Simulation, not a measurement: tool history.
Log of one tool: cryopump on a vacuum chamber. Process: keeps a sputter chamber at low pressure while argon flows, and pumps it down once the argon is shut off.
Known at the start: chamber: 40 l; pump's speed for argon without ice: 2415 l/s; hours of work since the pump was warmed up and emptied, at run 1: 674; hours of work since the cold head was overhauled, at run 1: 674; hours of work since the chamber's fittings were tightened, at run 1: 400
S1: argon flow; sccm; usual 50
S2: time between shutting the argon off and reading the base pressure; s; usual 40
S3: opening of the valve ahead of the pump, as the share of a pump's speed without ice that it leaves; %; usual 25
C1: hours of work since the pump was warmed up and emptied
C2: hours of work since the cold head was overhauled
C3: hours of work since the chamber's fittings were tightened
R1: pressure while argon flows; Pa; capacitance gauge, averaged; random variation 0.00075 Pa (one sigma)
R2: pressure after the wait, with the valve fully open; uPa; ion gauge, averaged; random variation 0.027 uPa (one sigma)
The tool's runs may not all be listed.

{"run": 1, "hour": 0.0, "S1": 50, "S2": 40, "S3": 25, "C1": 674, "C2": 674, "C3": 400, "R1": 0.1492, "R2": 1.48}
{"run": 2, "hour": 25.1, "S1": 50, "S2": 40, "S3": 25, "C1": 689, "C2": 689, "C3": 415, "R1": 0.1489, "R2": 1.5}
{"run": 3, "hour": 55.6, "S1": 50, "S2": 40, "S3": 25, "C1": 706, "C2": 706, "C3": 433, "R1": 0.1502, "R2": 1.51}
{"run": 4, "hour": 74.0, "S1": 50, "S2": 22, "S3": 25, "C1": 717, "C2": 717, "C3": 444, "R1": 0.1505, "R2": 2.41}
{"run": 5, "hour": 99.2, "S1": 77, "S2": 40, "S3": 25, "C1": 732, "C2": 732, "C3": 458, "R1": 0.2321, "R2": 1.5}
{"run": 6, "hour": 117.1, "S1": 50, "S2": 40, "S3": 25, "C1": 742, "C2": 742, "C3": 469, "R1": 0.1507, "R2": 1.53}
{"run": 7, "hour": 135.2, "S1": 50, "S2": 40, "S3": 25, "C1": 753, "C2": 753, "C3": 480, "R1": 0.1511, "R2": 1.58}
{"run": 8, "hour": 151.7, "S1": 50, "S2": 40, "S3": 25, "C1": 763, "C2": 763, "C3": 489, "R1": 0.1515, "R2": 1.6}
{"run": 9, "hour": 172.7, "S1": 50, "S2": 292, "S3": 25, "C1": 775, "C2": 775, "C3": 501, "R1": 0.1501, "R2": 0.72}
{"run": 10, "hour": 186.7, "S1": 49, "S2": 51, "S3": 21, "C1": 783, "C2": 783, "C3": 510, "R1": 0.1755, "R2": 1.4}
{"run": 11, "hour": 200.7, "S1": 49, "S2": 51, "S3": 21, "C1": 791, "C2": 791, "C3": 518, "R1": 0.1731, "R2": 1.32}
{"run": 12, "hour": 227.8, "S1": 94, "S2": 125, "S3": 25, "C1": 807, "C2": 807, "C3": 534, "R1": 0.2844, "R2": 0.9}
{"run": 13, "hour": 255.1, "S1": 94, "S2": 125, "S3": 25, "C1": 823, "C2": 823, "C3": 550, "R1": 0.2869, "R2": 0.89}
{"run": 14, "hour": 277.8, "S1": 56, "S2": 136, "S3": 25, "C1": 837, "C2": 837, "C3": 563, "R1": 0.1714, "R2": 0.91}
{"run": 15, "hour": 300.0, "S1": 62, "S2": 37, "S3": 25, "C1": 850, "C2": 850, "C3": 576, "R1": 0.1897, "R2": 1.76}
{"run": 16, "hour": 323.8, "S1": 62, "S2": 37, "S3": 37, "C1": 864, "C2": 864, "C3": 590, "R1": 0.1337, "R2": 1.71}
{"hour": 339.3, "done": "pump warmed up, emptied and cooled again"}
{"run": 17, "hour": 358.6, "S1": 60, "S2": 92, "S3": 25, "C1": 11, "C2": 881, "C3": 608, "R1": 0.1686, "R2": 0.94}
{"run": 18, "hour": 388.3, "S1": 32, "S2": 54, "S3": 25, "C1": 29, "C2": 899, "C3": 625, "R1": 0.0903, "R2": 1.29}

The same runs without the tool's hidden state, with the same run-to-run variation:
The hidden state here: pump's speed, % of a pump's without ice; cold plate's temperature, K; leak into the chamber, uPa l/s; drift of the gauge itself on working_pa, %; drift of the gauge itself on base_upa, %.
run=1 R1=0.1396 R2=1.15
run=2 R1=0.1390 R2=1.16
run=3 R1=0.1399 R2=1.16
run=4 R1=0.1401 R2=2.04
run=5 R1=0.2158 R2=1.13
run=6 R1=0.1399 R2=1.15
run=7 R1=0.1401 R2=1.18
run=8 R1=0.1403 R2=1.18
run=9 R1=0.1387 R2=0.31
run=10 R1=0.1642 R2=0.98
run=11 R1=0.1617 R2=0.91
run=12 R1=0.2619 R2=0.47
run=13 R1=0.2637 R2=0.42
run=14 R1=0.1573 R2=0.44
run=15 R1=0.1738 R2=1.28
run=16 R1=0.1175 R2=1.22
run=17 R1=0.1681 R2=0.60
run=18 R1=0.0899 R2=0.94
